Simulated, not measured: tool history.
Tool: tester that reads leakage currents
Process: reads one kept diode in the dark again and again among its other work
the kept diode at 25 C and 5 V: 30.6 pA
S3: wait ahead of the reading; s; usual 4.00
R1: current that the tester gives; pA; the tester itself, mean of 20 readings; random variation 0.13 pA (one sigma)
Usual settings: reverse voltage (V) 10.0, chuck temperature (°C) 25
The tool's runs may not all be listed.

Run 1, hour 0.0: usual settings. Result: R1 41.22 pA.
Run 2, hour 52.8: usual settings. Result: R1 41.34 pA.
Run 3, hour 124.8: usual settings. Result: R1 41.23 pA.
Run 4, hour 199.8: usual settings. Result: R1 41.33 pA.
Run 5, hour 247.4: usual settings. Result: R1 41.47 pA.
Run 6, hour 322.1: usual settings. Result: R1 41.58 pA.
Run 7, hour 387.2: usual settings. Result: R1 41.44 pA.
Run 8, hour 433.6: usual settings. Result: R1 41.48 pA.
Run 9, hour 513.1: usual settings. Result: R1 41.30 pA.
Run 10, hour 590.8: usual settings but S3 0.33 s. Result: R1 51.00 pA.
Run 11, hour 654.2: usual settings but chuck temperature (°C) 47, S3 0.33 s. Result: R1 197.82 pA.
Run 12, hour 687.8: usual settings but chuck temperature (°C) 47, S3 0.33 s. Result: R1 198.01 pA.
Run 13, hour 754.1: usual settings but chuck temperature (°C) 47, S3 0.33 s. Result: R1 197.71 pA.
Run 14, hour 814.4: usual settings but chuck temperature (°C) 28. Result: R1 51.43 pA.
Run 15, hour 848.9: usual settings but chuck temperature (°C) 28. Result: R1 51.61 pA.
Run 16, hour 888.4: usual settings. Result: R1 41.55 pA.
Run 17, hour 922.8: usual settings but S3 7.35 s. Result: R1 41.12 pA.
Run 18, hour 967.3: usual settings but S3 7.35 s. Result: R1 41.34 pA.
Run 19, hour 1027.1: usual settings but S3 7.35 s. Result: R1 41.16 pA.
Run 20, hour 1103.6: usual settings but S3 7.35 s. Result: R1 41.19 pA.
Run 21, hour 1165.3: usual settings but reverse voltage (V) 10.2, chuck temperature (°C) 26, S3 8.34 s. Result: R1 44.50 pA.
Run 22, hour 1224.1: usual settings but reverse voltage (V) 8.7, chuck temperature (°C) 40, S3 3.53 s. Result: R1 112.26 pA.
Run 23, hour 1280.6: usual settings but reverse voltage (V) 2.5, chuck temperature (°C) 60, S3 3.53 s. Result: R1 240.68 pA.
Run 24, hour 1321.4: usual settings but reverse voltage (V) 2.5, chuck temperature (°C) 60, S3 3.53 s. Result: R1 241.77 pA.

Forecast run 25:
Run 25, hour 1400.4: usual settings but reverse voltage (V) 1.7, S3 1.95 s. Result: R1 ?.

{"run 25": {"R1": 20.21}}
Without the tool's hidden state the same run would have given R1 20.19 pA.

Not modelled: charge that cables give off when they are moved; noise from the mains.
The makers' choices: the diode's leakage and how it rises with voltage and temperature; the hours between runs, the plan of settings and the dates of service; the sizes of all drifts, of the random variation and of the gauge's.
